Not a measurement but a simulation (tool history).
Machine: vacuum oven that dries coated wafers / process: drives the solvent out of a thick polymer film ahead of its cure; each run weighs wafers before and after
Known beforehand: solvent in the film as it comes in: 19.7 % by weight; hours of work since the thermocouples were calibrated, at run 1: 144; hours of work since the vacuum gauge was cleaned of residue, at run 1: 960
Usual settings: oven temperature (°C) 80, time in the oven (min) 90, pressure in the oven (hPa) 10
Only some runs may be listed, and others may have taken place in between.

run,day,oven temperature (°C),time in the oven (min),pressure in the oven (hPa),hours of work since the thermocouples were calibrated,hours of work since the vacuum gauge was cleaned of residue,solvent left in the film (%)
1,0,80,90,10,144,960,2.95
2,1.008,67,90,10,161,977,6.56
3,1.85,80,90,10,175,991,2.99
4,2.796,80,90,10,191,1007,2.94
5,3.646,80,90,10,206,1021,2.9
6,4.842,80,90,39.1,226,1042,5.38
7,5.925,80,90,39.1,244,1060,5.52
8,6.729,80,90,10,258,1073,3.05
9,7.608,86,90,10,273,1088,1.89
10,8.838,80,90,10,294,1109,3.12
11,9.504,80,90,10,305,1120,3
# day 9.646: vacuum gauge cleaned of residue and calibrated
12,10.417,80,90,10,319,13,3.13
13,11.708,80,90,10,341,35,3.12
# day 11.954: vacuum gauge cleaned of residue and calibrated, once more
14,12.979,80,90,10,361,17,2.47
15,13.817,80,90,10,376,32,2.58
16,15.004,80,90,10,396,52,2.58
17,16.354,80,128,10,419,74,1.59
18,17.288,74,128,10,434,90,2.72
19,18.338,71,136,23.8,452,108,4.81
20,19.271,95,90,24,468,124,1.38
21,20.396,95,104,24,487,143,1.41
22,21.588,95,58,32.4,507,163,2.49
23,22.9,95,58,32.4,529,185,2.59
24,24.083,95,58,32.4,549,205,2.66
25,24.954,80,90,33.9,564,220,4.8
26,26.062,84,108,10,583,239,1.57
27,27.071,66,46,21.8,600,256,11.14
28,28.1,82,90,10,617,273,2.31
29,29.171,81,138,10,635,291,1.46
30,30.146,81,138,10,652,308,1.49
31,31.238,72,48,16.5,670,326,8.7
32,32.521,89,48,34.3,692,348,4.73
33,33.458,78,80,34.3,708,364,5.91
34,34.575,78,114,23.9,727,383,3.68
35,35.783,88,90,10,747,403,1.43
36,36.408,88,50,10,758,414,3.41

Measured minus without-hidden-state, run by run (identical run-to-run variation in each term; gauge scatter may differ):
Hidden conditions of the tool in this case: true wafer temperature over the reading, C; true pressure over the reading, kPa; drift of the gauge itself on solvent_pct, %.
run,solvent left in the film (%)
1,+0.43
2,+0.63
3,+0.45
4,+0.47
5,+0.47
6,+0.5
7,+0.51
8,+0.5
9,+0.41
10,+0.51
11,+0.51
12,+0.67
13,+0.69
14,+0.09
15,+0.1
16,+0.12
17,+0.1
18,+0.16
19,+0.21
20,+0.07
21,+0.07
22,+0.12
23,+0.13
24,+0.15
25,+0.25
26,+0.16
27,+0.3
28,+0.22
29,+0.19
30,+0.2
31,+0.34
32,+0.27
33,+0.37
34,+0.34
35,+0.21
36,+0.29
